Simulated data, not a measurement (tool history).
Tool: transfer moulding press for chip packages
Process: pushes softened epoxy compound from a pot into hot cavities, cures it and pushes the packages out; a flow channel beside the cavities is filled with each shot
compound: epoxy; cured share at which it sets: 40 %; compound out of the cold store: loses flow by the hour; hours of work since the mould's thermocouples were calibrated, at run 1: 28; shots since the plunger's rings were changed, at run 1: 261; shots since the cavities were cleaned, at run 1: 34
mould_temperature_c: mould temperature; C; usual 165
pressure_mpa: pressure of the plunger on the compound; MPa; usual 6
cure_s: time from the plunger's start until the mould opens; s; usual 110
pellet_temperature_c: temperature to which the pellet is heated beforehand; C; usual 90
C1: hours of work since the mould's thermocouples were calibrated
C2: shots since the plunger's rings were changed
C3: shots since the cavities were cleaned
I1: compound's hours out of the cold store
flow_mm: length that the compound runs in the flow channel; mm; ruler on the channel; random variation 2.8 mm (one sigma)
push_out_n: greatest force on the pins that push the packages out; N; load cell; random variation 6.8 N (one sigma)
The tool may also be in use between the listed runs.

Run 1, hour 0: usual settings; C1 28; C2 261; C3 34; I1 37.1. Result: flow_mm 574 mm, push_out_n 283 N.
Run 2, hour 70.7: usual settings; C1 63; C2 856; C3 629; I1 15.5. Result: flow_mm 619 mm, push_out_n 433 N.
At hour 108.6: cavities cleaned with cleaning compound and waxed.
Run 3, hour 118.2: usual settings; C1 86; C2 1244; C3 81; I1 45.4. Result: flow_mm 548 mm, push_out_n 310 N.
Run 4, hour 153.9: usual settings but pellet_temperature_c 86 C; C1 103; C2 1545; C3 382; I1 25.7. Result: flow_mm 594 mm, push_out_n 409 N.
Run 5, hour 184.3: usual settings but pellet_temperature_c 96 C; C1 118; C2 1801; C3 638; I1 37. Result: flow_mm 563 mm, push_out_n 441 N.
At hour 223.1: cavities cleaned with cleaning compound and waxed.
Run 6, hour 238.1: usual settings but pellet_temperature_c 96 C; C1 144; C2 2241; C3 126; I1 25.7. Result: flow_mm 582 mm, push_out_n 330 N.
Run 7, hour 268.2: usual settings but pellet_temperature_c 96 C; C1 159; C2 2495; C3 380; I1 33. Result: flow_mm 568 mm, push_out_n 410 N.
Run 8, hour 330.1: usual settings but pellet_temperature_c 96 C; C1 189; C2 3016; C3 901; I1 28.6. Result: flow_mm 568 mm, push_out_n 468 N.
At hour 338: cavities cleaned with cleaning compound and waxed.
Run 9, hour 379.1: usual settings but pellet_temperature_c 96 C; C1 213; C2 3416; C3 346; I1 31.5. Result: flow_mm 561 mm, push_out_n 407 N.
Run 10, hour 429.9: usual settings but pellet_temperature_c 96 C; C1 238; C2 3844; C3 774; I1 24.8. Result: flow_mm 572 mm, push_out_n 468 N.
At hour 447.9: cavities cleaned with cleaning compound and waxed.
Run 11, hour 480.7: usual settings but pellet_temperature_c 96 C; C1 262; C2 4259; C3 276; I1 36. Result: flow_mm 544 mm, push_out_n 371 N.
Run 12, hour 522.8: usual settings but mould_temperature_c 171 C, cure_s 91 s, pellet_temperature_c 96 C; C1 283; C2 4614; C3 631; I1 26.2. Result: flow_mm 546 mm, push_out_n 445 N.
At hour 558.2: cavities cleaned with cleaning compound and waxed.
Run 13, hour 582.6: usual settings but mould_temperature_c 171 C, cure_s 91 s, pellet_temperature_c 96 C; C1 311; C2 5105; C3 206; I1 39. Result: flow_mm 519 mm, push_out_n 346 N.
Run 14, hour 632.8: usual settings but mould_temperature_c 171 C, cure_s 92 s, pellet_temperature_c 96 C; C1 336; C2 5528; C3 629; I1 45.7. Result: flow_mm 509 mm, push_out_n 440 N.
At hour 670.3: cavities cleaned with cleaning compound and waxed.
Run 15, hour 700.6: usual settings but mould_temperature_c 171 C, cure_s 92 s, pellet_temperature_c 96 C; C1 369; C2 6086; C3 255; I1 36.1. Result: flow_mm 519 mm, push_out_n 377 N.
Run 16, hour 755.5: usual settings but mould_temperature_c 162 C, cure_s 92 s, pellet_temperature_c 96 C; C1 396; C2 6549; C3 718; I1 40.7. Result: flow_mm 527 mm, push_out_n 679 N.
At hour 780.8: cavities cleaned with cleaning compound and waxed.
Run 17, hour 801.8: usual settings but mould_temperature_c 167 C, pressure_mpa 5.02 MPa, cure_s 112 s, pellet_temperature_c 97 C; C1 418; C2 6926; C3 177; I1 19.3. Result: flow_mm 508 mm, push_out_n 346 N.
At hour 813.5: plunger's sealing rings changed.
Run 18, hour 856.6: usual settings but mould_temperature_c 172 C, pressure_mpa 6.09 MPa, pellet_temperature_c 83 C; C1 444; C2 363; C3 617; I1 11.1. Result: flow_mm 630 mm, push_out_n 416 N.
Run 19, hour 888.9: usual settings but mould_temperature_c 168 C, pressure_mpa 6.38 MPa, cure_s 140 s, pellet_temperature_c 84 C; C1 459; C2 635; C3 889; I1 26.3. Result: flow_mm 609 mm, push_out_n 437 N.
At hour 894.9: cavities cleaned with cleaning compound and waxed.
Run 20, hour 962.1: usual settings but mould_temperature_c 168 C, pressure_mpa 6.38 MPa, cure_s 140 s, pellet_temperature_c 84 C; C1 495; C2 1239; C3 566; I1 18.9. Result: flow_mm 621 mm, push_out_n 405 N.
At hour 1006: cavities cleaned with cleaning compound and waxed.
Run 21, hour 1015.2: usual settings but mould_temperature_c 160 C, pressure_mpa 6.18 MPa, pellet_temperature_c 86 C; C1 520; C2 1674; C3 78; I1 24.7. Result: flow_mm 619 mm, push_out_n 421 N.

4 ways to go on from here, each from the tool as it stands after run 21. What would each give?
Run A, hour 1077.5: usual settings but pressure_mpa 5.04 MPa, cure_s 127 s; C1 551; C2 2199; C3 603; I1 31. Result: flow_mm ?, push_out_n ?.
Run B, hour 1077.5: usual settings but pressure_mpa 6.55 MPa, cure_s 103 s, pellet_temperature_c 83 C; C1 551; C2 2199; C3 603; I1 34.6. Result: flow_mm ?, push_out_n ?.
Run C, hour 1077.5: usual settings but cure_s 113 s, pellet_temperature_c 84 C; C1 551; C2 2199; C3 603; I1 29.8. Result: flow_mm ?, push_out_n ?.
Run D, hour 1077.5: usual settings but mould_temperature_c 167 C, pressure_mpa 6.18 MPa, cure_s 126 s, pellet_temperature_c 86 C; C1 551; C2 2199; C3 603; I1 14.6. Result: flow_mm ?, push_out_n ?.

run  flow_mm  push_out_n
  A      532         418
  B      597         499
  C      583         466
  D      624         420
Without the tool's hidden state the same runs would have given:
run  flow_mm  push_out_n
  A      545         256
  B      612         294
  C      597         280
  D      639         258
